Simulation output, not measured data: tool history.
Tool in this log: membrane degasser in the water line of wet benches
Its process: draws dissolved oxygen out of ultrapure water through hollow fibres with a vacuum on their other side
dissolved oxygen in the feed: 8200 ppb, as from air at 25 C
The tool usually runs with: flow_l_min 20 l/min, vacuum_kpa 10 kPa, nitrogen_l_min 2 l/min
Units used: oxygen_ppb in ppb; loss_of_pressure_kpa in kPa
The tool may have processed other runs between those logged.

run,day,flow_l_min,vacuum_kpa,nitrogen_l_min,oxygen_ppb,loss_of_pressure_kpa
1,0,20,10,2,164,30.16
2,1.933,20,10,2,164.1,30.21
3,3.721,20,10,2,164.6,29.92
4,4.829,20,10,2,163.6,30.14
5,6.012,20,10,2,164.8,29.95
6,7.583,20,18,2,345.7,30.03
7,8.95,20,18,2,347.1,29.99
8,10.517,20,18,2,347.4,30.24
9,12.179,20,18,3.35,217.2,30.06
10,14.054,20,18,3.35,216.9,30.15
11,15.658,20,10,2,164.1,30.39
12,17.417,20,10,2,163.6,30.08
13,18.746,20,10,2,164.3,30.34
# day 18.854: vacuum gauge calibrated
14,20.179,25,10,2,204.6,37.87
15,21.108,20,10,2,164,29.98
16,22.442,20,10,2,164.6,30.09
17,23.362,20,10,2,164.5,29.82
# day 24.188: vacuum gauge calibrated, once more
18,24.933,20,10,2,163.8,30.03
19,26.071,17,9.1,2,122,25.68
20,27.004,17,24.8,0.98,794.7,25.46
21,28.55,17,24.8,0.98,797.2,25.48
22,30.267,13,10,5.7,40.4,19.74
23,31.588,20,10.8,1.32,264,30.2
24,32.733,17,10.8,1.32,229.5,25.54
25,34.621,17,10.8,1.32,228.6,25.48
26,35.404,15,11.4,1.32,220.9,22.43
27,36.229,25,10,2,203.4,37.78
28,37.492,25,10,2,203.1,37.61
29,39.088,20,10,0.84,346.3,30.3
30,40.083,24,6.7,0.84,214.6,36.01
31,41.938,21,12.6,5.3,95.6,31.71

Below, each run's measurement less what the same run would have read without the hidden state. Both values contain the same run-to-run variation, but the gauge's scatter may not be the same in both:
Hidden state at play: membrane still open, %; true pressure behind the membrane over the reading, kPa; air that leaks in behind the membrane, l/min; drift of the gauge itself on oxygen_ppb, %; drift of the gauge itself on loss_of_pressure_kpa, %.
run,oxygen_ppb,loss_of_pressure_kpa
1,+4.1,+0.13
2,+4.2,+0.14
3,+4.2,+0.14
4,+4.2,+0.15
5,+4.3,+0.15
6,+8.6,+0.15
7,+8.6,+0.16
8,+8.7,+0.16
9,+6.2,+0.17
10,+6.2,+0.18
11,+4.5,+0.18
12,+4.5,+0.18
13,+4.6,+0.19
14,+4.9,+0.24
15,+4.9,+0.19
16,+4.9,+0.2
17,+4.9,+0.2
18,+3.8,+0.2
19,+3.5,+0.18
20,+17.6,+0.18
21,+17.8,+0.19
22,+1.9,+0.15
23,+5.1,+0.23
24,+5.7,+0.2
25,+5.8,+0.2
26,+6.8,+0.18
27,+3.7,+0.3
28,+3.8,+0.31
29,+4.7,+0.26
30,+1.8,+0.31
31,+2.9,+0.28
